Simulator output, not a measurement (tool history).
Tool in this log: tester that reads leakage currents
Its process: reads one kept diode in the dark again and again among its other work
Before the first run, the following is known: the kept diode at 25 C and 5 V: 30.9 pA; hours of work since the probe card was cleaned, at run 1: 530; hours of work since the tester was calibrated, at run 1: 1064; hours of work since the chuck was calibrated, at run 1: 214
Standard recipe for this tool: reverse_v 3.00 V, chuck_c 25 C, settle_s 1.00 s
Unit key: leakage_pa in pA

run   hour  reverse_v  chuck_c  settle_s  hours of work since the probe card was cleaned  hours of work since the tester was calibrated  hours of work since the chuck was calibrated  leakage_pa
  1    0.0       3.00       25      1.00                                             530                                           1064                                           214       26.38
  2   56.7       3.00       25      1.00                                             562                                           1097                                           246       26.58
  3   92.7       3.00       25      1.00                                             582                                           1117                                           266       26.48
  4  173.2       3.00       25      1.00                                             628                                           1162                                           311       26.69
  5  239.5       3.00       25      1.00                                             665                                           1200                                           349       26.98
  6  304.2       3.00       25      1.00                                             702                                           1236                                           385       26.74
  7  350.1       3.00       25      1.00                                             727                                           1262                                           411       27.10
  8  389.8       3.00       25      1.00                                             750                                           1285                                           434       27.15
  9  434.8      10.44       44      1.14                                             775                                           1310                                           459      190.41
 10  498.0      13.58       43      4.42                                             811                                           1346                                           495      198.46
 11  560.8       8.92       43      3.47                                             846                                           1381                                           530      163.26
 12  615.6       8.92       43      3.47                                             877                                           1412                                           561      164.27
 13  651.1       8.92       27      0.81                                             897                                           1432                                           581       56.00
 14  713.7       3.69       27      0.46                                             933                                           1468                                           617       36.68
 15  769.0      14.58       33      9.56                                             964                                           1499                                           648      104.83

Predict each of these 5 candidate next runs independently; none follows another, all start after run 15:
  A  823.1       4.85       25      1.00                                             995                                           1529                                           678           ?
  B  823.1      14.58       33      3.73                                             995                                           1529                                           678           ?
  C  823.1       9.66       32      3.52                                             995                                           1529                                           678           ?
  D  823.1       1.85       21      1.00                                             995                                           1529                                           678           ?
  E  823.1       2.58       33      2.33                                             995                                           1529                                           678           ?

run  leakage_pa
  A       35.71
  B      105.57
  C       80.70
  D       16.46
  E       45.95
What these runs would have given with no unlogged condition in the tool:
run  leakage_pa
  A       31.71
  B       93.69
  C       72.61
  D       14.87
  E       43.38

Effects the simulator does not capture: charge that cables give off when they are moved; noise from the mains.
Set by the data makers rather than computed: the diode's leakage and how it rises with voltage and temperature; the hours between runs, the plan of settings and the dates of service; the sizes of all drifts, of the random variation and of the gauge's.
